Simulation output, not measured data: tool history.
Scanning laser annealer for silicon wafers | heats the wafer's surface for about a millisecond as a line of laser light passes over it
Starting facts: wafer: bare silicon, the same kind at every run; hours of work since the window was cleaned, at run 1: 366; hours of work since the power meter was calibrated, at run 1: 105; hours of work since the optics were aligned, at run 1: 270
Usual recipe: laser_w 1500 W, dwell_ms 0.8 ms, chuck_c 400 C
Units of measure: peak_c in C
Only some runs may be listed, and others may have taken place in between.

run   hour  laser_w  dwell_ms  chuck_c  hours of work since the window was cleaned  hours of work since the power meter was calibrated  hours of work since the optics were aligned  peak_c
  1      0     1500       0.8      400                                         366                                                 105                                          270    1210
  2   12.3     1500       0.8      400                                         372                                                 111                                          277    1210
  3   25.2     1500       0.8      400                                         379                                                 118                                          284    1212
  4   36.9     1500       0.8      400                                         386                                                 125                                          290    1211
  5   42.4     1278       0.8      400                                         389                                                 128                                          293    1059
  6   52.8     1278       0.8      400                                         394                                                 133                                          299    1059
  7   61.3     1500       0.8      438                                         399                                                 138                                          304    1247
  8   67.8     1586       0.8      400                                         402                                                 142                                          307    1262
  9     75     1586       0.8      400                                         406                                                 146                                          311    1268
      78.6  -- laser's power meter calibrated
 10   85.5     1586       0.8      400                                         411                                                   4                                          315    1265
 11   92.5     1586       0.8      400                                         414                                                   8                                          319    1267
     102.8  -- laser's power meter calibrated, once more
 12    107     1586       0.8      400                                         421                                                   2                                          325    1270
 13    117     1586       0.8      400                                         426                                                   8                                          331    1266
 14    123     1586       0.8      400                                         429                                                  11                                          334    1266
 15  133.5     1556     0.652      385                                         435                                                  17                                          340    1150
 16  140.8     1556     0.652      383                                         439                                                  21                                          344    1148
 17  147.1     1556     0.849      383                                         442                                                  24                                          347    1255
 18  153.5     1590     0.849      375                                         446                                                  28                                          351    1270
 19  165.8     1523       0.8      400                                         453                                                  34                                          357    1222
 20  174.8     1473     0.621      391                                         458                                                  39                                          362    1088
 21  183.6     1287     0.993      434                                         462                                                  44                                          367    1172
 22  194.8     1432     0.667      410                                         469                                                  50                                          373    1103
 23  202.4     1432     0.667      410                                         473                                                  54                                          377    1108
 24    215     1432     0.838      376                                         480                                                  61                                          384    1153

Below, each run's measurement less what the same run would have read without the hidden state. Both values contain the same run-to-run variation, but the gauge's scatter may not be the same in both:
Unlogged tool condition in this case: light that passes the window, % of a clean one's; laser's true power over the reading, %; width of the line over the set one, %; drift of the gauge itself on peak_c, C.
run  peak_c
  1     -34
  2     -34
  3     -35
  4     -35
  5     -29
  6     -30
  7     -37
  8     -39
  9     -39
 10     -40
 11     -41
 12     -36
 13     -36
 14     -37
 15     -33
 16     -33
 17     -38
 18     -40
 19     -36
 20     -31
 21     -34
 22     -32
 23     -32
 24     -37
